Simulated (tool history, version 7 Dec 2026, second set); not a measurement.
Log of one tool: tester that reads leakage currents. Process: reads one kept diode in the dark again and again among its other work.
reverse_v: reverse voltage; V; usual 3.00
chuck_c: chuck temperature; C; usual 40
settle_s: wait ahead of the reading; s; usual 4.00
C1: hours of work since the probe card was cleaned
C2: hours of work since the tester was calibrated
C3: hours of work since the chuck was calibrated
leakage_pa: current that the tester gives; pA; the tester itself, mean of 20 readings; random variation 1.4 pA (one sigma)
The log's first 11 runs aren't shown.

Run 12, hour 325.2: usual settings but reverse_v 1.37 V; C1 1598; C2 267; C3 179. Result: leakage_pa 329.03 pA.
Run 13, hour 344.6: usual settings but reverse_v 1.37 V; C1 1612; C2 282; C3 193. Result: leakage_pa 330.65 pA.
Run 14, hour 363.0: usual settings; C1 1626; C2 296; C3 207. Result: leakage_pa 467.78 pA.
Run 15, hour 381.5: usual settings but chuck_c 23 C; C1 1640; C2 310; C3 221. Result: leakage_pa 100.79 pA.
Run 16, hour 418.0: usual settings; C1 1668; C2 337; C3 249. Result: leakage_pa 470.16 pA.
Run 17, hour 448.4: usual settings but reverse_v 13.83 V; C1 1691; C2 360; C3 271. Result: leakage_pa 922.30 pA.
Run 18, hour 468.1: usual settings but reverse_v 3.26 V, chuck_c 29 C, settle_s 8.36 s; C1 1705; C2 375; C3 286. Result: leakage_pa 183.38 pA.
Run 19, hour 487.1: usual settings but chuck_c 50 C; C1 1720; C2 389; C3 301. Result: leakage_pa 1078.02 pA.
Run 20, hour 518.0: usual settings but settle_s 5.89 s; C1 1743; C2 413; C3 324. Result: leakage_pa 468.03 pA.
Run 21, hour 538.2: usual settings but reverse_v 4.05 V, chuck_c 51 C, settle_s 0.88 s; C1 1758; C2 428; C3 339. Result: leakage_pa 1318.66 pA.
Run 22, hour 558.2: usual settings but reverse_v 2.34 V, chuck_c 33 C, settle_s 1.16 s; C1 1773; C2 443; C3 354. Result: leakage_pa 227.85 pA.
Run 23, hour 593.0: usual settings but reverse_v 2.34 V, chuck_c 33 C, settle_s 1.16 s; C1 1799; C2 469; C3 380. Result: leakage_pa 225.33 pA.
Run 24, hour 630.6: usual settings but reverse_v 2.05 V, chuck_c 38 C, settle_s 1.65 s; C1 1828; C2 497; C3 409. Result: leakage_pa 333.14 pA.
Run 25, hour 656.3: usual settings but reverse_v 2.05 V, chuck_c 38 C, settle_s 1.65 s; C1 1847; C2 517; C3 428. Result: leakage_pa 332.57 pA.
Run 26, hour 685.8: usual settings but chuck_c 32 C, settle_s 1.04 s; C1 1869; C2 539; C3 450. Result: leakage_pa 232.04 pA.
Run 27, hour 708.0: usual settings but reverse_v 3.50 V, chuck_c 32 C, settle_s 1.04 s; C1 1886; C2 556; C3 467. Result: leakage_pa 249.50 pA.
Run 28, hour 742.3: usual settings but reverse_v 9.80 V, chuck_c 45 C, settle_s 0.38 s; C1 1912; C2 581; C3 493. Result: leakage_pa 1210.94 pA.
Run 29, hour 766.9: usual settings but reverse_v 1.48 V, chuck_c 45 C, settle_s 1.27 s; C1 1930; C2 600; C3 511. Result: leakage_pa 522.81 pA.
Run 30, hour 801.2: usual settings but reverse_v 1.04 V; C1 1956; C2 626; C3 537. Result: leakage_pa 292.06 pA.
At hour 813.1: probe card cleaned and baked.
Run 31, hour 840.9: usual settings but reverse_v 1.04 V; C1 21; C2 653; C3 565. Result: leakage_pa 292.56 pA.
Run 32, hour 871.4: usual settings but reverse_v 3.74 V; C1 44; C2 676; C3 588. Result: leakage_pa 515.98 pA.
Run 33, hour 892.9: usual settings but reverse_v 2.32 V, chuck_c 54 C; C1 60; C2 692; C3 604. Result: leakage_pa 1306.69 pA.

Forecast each of these 5 alternatives for the next run:
Run A, hour 917.6: usual settings but reverse_v 3.23 V, chuck_c 54 C, settle_s 1.74 s; C1 79; C2 711; C3 622. Result: leakage_pa ?.
Run B, hour 917.6: usual settings but reverse_v 15.49 V, chuck_c 35 C; C1 79; C2 711; C3 622. Result: leakage_pa ?.
Run C, hour 917.6: usual settings but reverse_v 12.10 V, chuck_c 54 C, settle_s 2.81 s; C1 79; C2 711; C3 622. Result: leakage_pa ?.
Run D, hour 917.6: usual settings but reverse_v 5.85 V, chuck_c 54 C, settle_s 3.56 s; C1 79; C2 711; C3 622. Result: leakage_pa ?.
Run E, hour 917.6: usual settings but reverse_v 3.46 V, chuck_c 54 C, settle_s 6.84 s; C1 79; C2 711; C3 622. Result: leakage_pa ?.

run  leakage_pa
  A     1523.44
  B      629.32
  C     2744.24
  D     1984.97
  E     1564.84
Without the tool's hidden state the same runs would have given:
run  leakage_pa
  A     1524.03
  B      629.58
  C     2745.30
  D     1985.74
  E     1565.44
